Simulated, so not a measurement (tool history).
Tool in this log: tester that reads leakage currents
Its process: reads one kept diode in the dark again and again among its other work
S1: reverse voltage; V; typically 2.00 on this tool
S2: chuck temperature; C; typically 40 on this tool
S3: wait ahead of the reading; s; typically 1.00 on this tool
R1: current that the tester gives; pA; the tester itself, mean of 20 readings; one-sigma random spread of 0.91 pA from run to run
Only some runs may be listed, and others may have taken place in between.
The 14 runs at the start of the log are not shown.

run,hour,S1,S2,S3,R1
15,747.5,2.00,28,1.00,135.51
16,795.0,4.67,40,1.00,456.18
17,840.5,4.67,40,1.00,459.11
18,923.8,4.67,40,1.00,463.77
19,971.0,5.43,40,1.00,492.51
20,1053.9,6.95,40,1.00,543.46
21,1117.1,12.67,26,1.00,248.16
22,1155.2,2.00,40,8.14,353.03
23,1202.6,4.12,59,1.72,1683.96
# hour 1270.9: chuck's temperature calibrated
24,1291.3,4.12,59,1.72,1480.82
# hour 1350.8: probe card cleaned and baked
25,1377.6,2.00,33,0.45,182.50
26,1439.6,5.81,21,1.00,102.70
27,1518.5,5.81,21,1.00,104.82
28,1573.5,5.81,30,3.93,215.71
29,1648.7,12.68,40,1.00,613.14
30,1698.4,12.68,40,1.00,619.48
31,1782.0,12.68,53,3.18,1555.58
32,1843.5,13.09,56,0.58,1944.65
33,1881.3,8.80,56,0.58,1693.96
34,1967.1,8.80,56,0.58,1717.37
35,2023.8,1.03,25,2.47,84.66
36,2075.9,3.21,27,2.47,150.78
37,2121.2,3.21,27,2.47,150.44
38,2198.5,6.23,32,6.72,284.06
39,2280.7,6.23,32,6.72,289.60

What if the next run were any one of these 4? Each begins from the tool's condition after run 39:
A,2347.2,1.07,32,1.20,?
B,2347.2,6.23,57,0.55,?
C,2347.2,1.06,37,1.00,?
D,2347.2,6.23,26,1.77,?

run,R1
A,155.37
B,1688.47
C,224.88
D,184.82
Without the tool's unlogged condition, the same runs would have read:
run,R1
A,133.46
B,1488.41
C,194.58
D,153.17
